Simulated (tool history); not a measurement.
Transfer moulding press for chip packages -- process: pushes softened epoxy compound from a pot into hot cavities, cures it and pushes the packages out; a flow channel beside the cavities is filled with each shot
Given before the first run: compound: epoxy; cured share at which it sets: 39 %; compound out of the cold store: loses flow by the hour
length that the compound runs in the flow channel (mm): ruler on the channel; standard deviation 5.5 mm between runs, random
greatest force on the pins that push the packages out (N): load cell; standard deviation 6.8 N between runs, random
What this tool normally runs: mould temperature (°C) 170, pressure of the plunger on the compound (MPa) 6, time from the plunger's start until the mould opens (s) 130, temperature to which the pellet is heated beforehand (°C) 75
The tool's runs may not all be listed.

| run | hour | mould temperature (°C) | pressure of the plunger on the compound (MPa) | time from the plunger's start until the mould opens (s) | temperature to which the pellet is heated beforehand (°C) | incoming compound's hours out of the cold store | length that the compound runs in the flow channel (mm) | greatest force on the pins that push the packages out (N) |
|---|---|---|---|---|---|---|---|---|
| 1 | 0 | 170 | 6 | 130 | 75 | 25.2 | 542 | 581 |
| 2 | 7.7 | 170 | 6 | 130 | 75 | 15.6 | 577 | 596 |
|  | 13 | cavities cleaned with cleaning compound and waxed |
| 3 | 22.8 | 170 | 6 | 130 | 75 | 30.5 | 525 | 338 |
| 4 | 33.7 | 170 | 6 | 130 | 75 | 13.5 | 585 | 417 |
| 5 | 45.1 | 170 | 6 | 130 | 75 | 13.2 | 578 | 489 |
| 6 | 57.6 | 170 | 6 | 130 | 75 | 35.7 | 513 | 483 |
| 7 | 67.5 | 170 | 6 | 130 | 75 | 41.1 | 501 | 513 |
| 8 | 78.4 | 170 | 6 | 137 | 76 | 31 | 525 | 485 |
| 9 | 85.5 | 170 | 5.2 | 116 | 70 | 15.4 | 526 | 718 |
| 10 | 95.1 | 170 | 5.2 | 116 | 70 | 34.1 | 481 | 693 |
| 11 | 105.1 | 174 | 6 | 112 | 75 | 17.3 | 540 | 595 |

Here are 5 independent what-if runs from the current tool condition. What would each one return?
| A | 112.4 | 174 | 6.3 | 134 | 75 | 37.2 | ? | ? |
| B | 112.4 | 177 | 6.24 | 134 | 75 | 28.7 | ? | ? |
| C | 112.4 | 170 | 6 | 112 | 75 | 14.5 | ? | ? |
| D | 112.4 | 174 | 6 | 160 | 84 | 17.7 | ? | ? |
| E | 112.4 | 170 | 5.05 | 130 | 70 | 25.8 | ? | ? |

| run | length that the compound runs in the flow channel (mm) | greatest force on the pins that push the packages out (N) |
|---|---|---|
| A | 508 | 469 |
| B | 522 | 461 |
| C | 563 | 785 |
| D | 544 | 451 |
| E | 495 | 563 |
Without the tool's hidden state the same runs would have given:
| run | length that the compound runs in the flow channel (mm) | greatest force on the pins that push the packages out (N) |
|---|---|---|
| A | 532 | 218 |
| B | 547 | 211 |
| C | 591 | 377 |
| D | 571 | 207 |
| E | 519 | 265 |

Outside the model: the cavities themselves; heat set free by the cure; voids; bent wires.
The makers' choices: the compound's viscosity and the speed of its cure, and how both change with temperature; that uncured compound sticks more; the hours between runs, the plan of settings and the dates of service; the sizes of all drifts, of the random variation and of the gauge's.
